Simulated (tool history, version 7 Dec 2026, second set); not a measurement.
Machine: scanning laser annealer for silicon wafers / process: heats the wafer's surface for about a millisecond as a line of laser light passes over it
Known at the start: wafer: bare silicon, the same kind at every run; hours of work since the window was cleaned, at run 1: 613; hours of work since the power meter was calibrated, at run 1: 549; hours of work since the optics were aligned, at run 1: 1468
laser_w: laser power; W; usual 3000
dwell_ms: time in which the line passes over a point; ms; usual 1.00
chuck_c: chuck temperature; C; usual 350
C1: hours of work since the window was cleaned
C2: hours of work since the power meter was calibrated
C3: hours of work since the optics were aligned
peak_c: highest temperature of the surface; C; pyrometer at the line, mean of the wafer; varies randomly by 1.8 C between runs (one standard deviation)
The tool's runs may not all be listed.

run 1 hour=0.0 | laser_w=3000 dwell_ms=1.00 chuck_c=350 | C1=613 C2=549 C3=1468 | peak_c=1037
run 2 hour=25.9 | laser_w=3000 dwell_ms=1.00 chuck_c=350 | C1=632 C2=567 C3=1486 | peak_c=1035
run 3 hour=54.8 | laser_w=3000 dwell_ms=1.00 chuck_c=350 | C1=653 C2=588 C3=1507 | peak_c=1034
run 4 hour=77.1 | laser_w=3000 dwell_ms=1.00 chuck_c=350 | C1=669 C2=604 C3=1523 | peak_c=1034
run 5 hour=93.6 | laser_w=3000 dwell_ms=1.00 chuck_c=350 | C1=681 C2=616 C3=1535 | peak_c=1032
run 6 hour=114.1 | laser_w=3000 dwell_ms=1.00 chuck_c=350 | C1=696 C2=631 C3=1550 | peak_c=1034
run 7 hour=128.3 | laser_w=3000 dwell_ms=1.00 chuck_c=350 | C1=706 C2=641 C3=1560 | peak_c=1037
run 8 hour=141.9 | laser_w=3000 dwell_ms=1.00 chuck_c=350 | C1=716 C2=651 C3=1570 | peak_c=1031
-- hour=153.4 window over the wafer cleaned
run 9 hour=171.7 | laser_w=3000 dwell_ms=1.00 chuck_c=350 | C1=13 C2=671 C3=1590 | peak_c=1057
run 10 hour=192.4 | laser_w=3000 dwell_ms=1.13 chuck_c=350 | C1=28 C2=686 C3=1605 | peak_c=1093
run 11 hour=210.3 | laser_w=3000 dwell_ms=1.00 chuck_c=373 | C1=41 C2=699 C3=1618 | peak_c=1080
run 12 hour=227.5 | laser_w=2844 dwell_ms=1.00 chuck_c=373 | C1=54 C2=712 C3=1631 | peak_c=1037
run 13 hour=247.9 | laser_w=2844 dwell_ms=1.00 chuck_c=373 | C1=68 C2=726 C3=1645 | peak_c=1036
run 14 hour=269.0 | laser_w=2843 dwell_ms=1.00 chuck_c=373 | C1=84 C2=742 C3=1661 | peak_c=1033
run 15 hour=283.9 | laser_w=2843 dwell_ms=1.00 chuck_c=373 | C1=94 C2=752 C3=1671 | peak_c=1032
run 16 hour=303.5 | laser_w=2843 dwell_ms=1.00 chuck_c=373 | C1=108 C2=766 C3=1685 | peak_c=1034
run 17 hour=331.8 | laser_w=2750 dwell_ms=1.00 chuck_c=350 | C1=129 C2=787 C3=1706 | peak_c=984
run 18 hour=352.1 | laser_w=2750 dwell_ms=1.00 chuck_c=350 | C1=144 C2=802 C3=1721 | peak_c=985
run 19 hour=381.5 | laser_w=2750 dwell_ms=1.00 chuck_c=350 | C1=165 C2=823 C3=1742 | peak_c=983
run 20 hour=404.4 | laser_w=3062 dwell_ms=1.00 chuck_c=350 | C1=181 C2=839 C3=1758 | peak_c=1070
run 21 hour=423.3 | laser_w=2982 dwell_ms=1.00 chuck_c=311 | C1=195 C2=853 C3=1772 | peak_c=1009
run 22 hour=446.1 | laser_w=2982 dwell_ms=1.00 chuck_c=311 | C1=211 C2=869 C3=1788 | peak_c=1004
run 23 hour=459.7 | laser_w=2842 dwell_ms=1.00 chuck_c=369 | C1=221 C2=879 C3=1798 | peak_c=1021
-- hour=476.0 optics aligned, line set to its width
run 24 hour=488.6 | laser_w=2842 dwell_ms=1.00 chuck_c=369 | C1=239 C2=897 C3=9 | peak_c=1033
run 25 hour=511.0 | laser_w=2811 dwell_ms=1.00 chuck_c=350 | C1=255 C2=913 C3=25 | peak_c=1005
run 26 hour=527.4 | laser_w=2815 dwell_ms=0.76 chuck_c=358 | C1=267 C2=925 C3=37 | peak_c=940
run 27 hour=542.9 | laser_w=2815 dwell_ms=0.76 chuck_c=358 | C1=278 C2=936 C3=48 | peak_c=943
run 28 hour=567.8 | laser_w=3116 dwell_ms=0.77 chuck_c=363 | C1=296 C2=954 C3=66 | peak_c=1025
run 29 hour=592.8 | laser_w=3109 dwell_ms=0.88 chuck_c=321 | C1=314 C2=972 C3=84 | peak_c=1021
run 30 hour=616.0 | laser_w=3264 dwell_ms=0.88 chuck_c=321 | C1=331 C2=989 C3=101 | peak_c=1061
run 31 hour=634.3 | laser_w=3264 dwell_ms=0.88 chuck_c=321 | C1=344 C2=1002 C3=114 | peak_c=1062
run 32 hour=662.6 | laser_w=3264 dwell_ms=0.88 chuck_c=321 | C1=364 C2=1022 C3=135 | peak_c=1059
run 33 hour=674.7 | laser_w=3264 dwell_ms=0.88 chuck_c=321 | C1=373 C2=1031 C3=144 | peak_c=1057
run 34 hour=695.2 | laser_w=3157 dwell_ms=1.18 chuck_c=376 | C1=388 C2=1046 C3=158 | peak_c=1182
run 35 hour=716.5 | laser_w=3052 dwell_ms=1.00 chuck_c=342 | C1=403 C2=1061 C3=174 | peak_c=1061
run 36 hour=743.6 | laser_w=2887 dwell_ms=1.00 chuck_c=360 | C1=423 C2=1081 C3=193 | peak_c=1033
run 37 hour=768.6 | laser_w=3000 dwell_ms=0.85 chuck_c=371 | C1=441 C2=1099 C3=211 | peak_c=1024
run 38 hour=790.6 | laser_w=3000 dwell_ms=0.85 chuck_c=371 | C1=457 C2=1115 C3=227 | peak_c=1025
run 39 hour=815.6 | laser_w=3000 dwell_ms=0.85 chuck_c=371 | C1=475 C2=1133 C3=245 | peak_c=1022

Take each entry between the runs: how does the hidden state at the last listed run before it differ from the hidden state at the first listed run after it?
Between runs 8 and 9: window over the wafer cleaned (hour 153.4)
  light that passes the window, % of a clean one's: 96.75 -> 99.71; width of the line over the set one, %: 2.09 -> 2.11
  the result without the hidden state subtracted from the measured one, peak_c: -39 -> -14 C
Between runs 23 and 24: optics aligned, line set to its width (hour 476.0)
  light that passes the window, % of a clean one's: 98.85 -> 98.78; width of the line over the set one, %: 2.36 -> 0.02
  the result without the hidden state subtracted from the measured one, peak_c: -21 -> -10 C

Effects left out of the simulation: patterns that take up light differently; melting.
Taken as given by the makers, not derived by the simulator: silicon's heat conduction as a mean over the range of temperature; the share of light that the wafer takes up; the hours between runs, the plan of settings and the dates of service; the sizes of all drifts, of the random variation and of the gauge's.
